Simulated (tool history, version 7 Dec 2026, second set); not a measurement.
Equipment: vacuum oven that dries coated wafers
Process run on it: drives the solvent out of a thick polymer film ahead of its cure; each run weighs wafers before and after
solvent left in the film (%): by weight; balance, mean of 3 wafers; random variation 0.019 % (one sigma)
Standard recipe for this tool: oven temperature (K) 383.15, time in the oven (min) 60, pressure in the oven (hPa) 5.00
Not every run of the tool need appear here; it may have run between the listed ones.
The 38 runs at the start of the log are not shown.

run	hour	oven temperature (K)	time in the oven (min)	pressure in the oven (hPa)	hours of work since the thermocouples were calibrated	hours of work since the vacuum gauge was cleaned of residue	solvent left in the film (%)
39	1019.5	384.15	60	5.67	265	1139	2.16
40	1057.0	395.15	60	17.41	287	1161	0.93
41	1073.4	395.15	60	17.41	296	1170	0.92
42	1094.2	395.15	60	17.41	309	1182	0.95
43	1131.0	392.15	60	17.41	330	1204	1.22
44	1165.3	395.15	95	14.73	350	1224	0.67
45	1191.3	383.15	104	3.52	365	1239	0.82
46	1226.9	396.15	105	5.00	386	1260	0.33
47	1264.0	378.15	60	5.00	407	1281	3.97

Predict each of these 4 candidate next runs independently; none follows another, all start after run 47:
A	1302.1	380.15	60	5.00	430	1303	?
B	1302.1	383.15	95	5.00	430	1303	?
C	1302.1	389.15	60	6.26	430	1303	?
D	1302.1	383.15	37	12.63	430	1303	?

run	solvent left in the film (%)
A	3.30
B	1.03
C	1.20
D	5.11
What these runs would have given with no unlogged condition in the tool:
run	solvent left in the film (%)
A	3.34
B	0.89
C	1.13
D	5.24
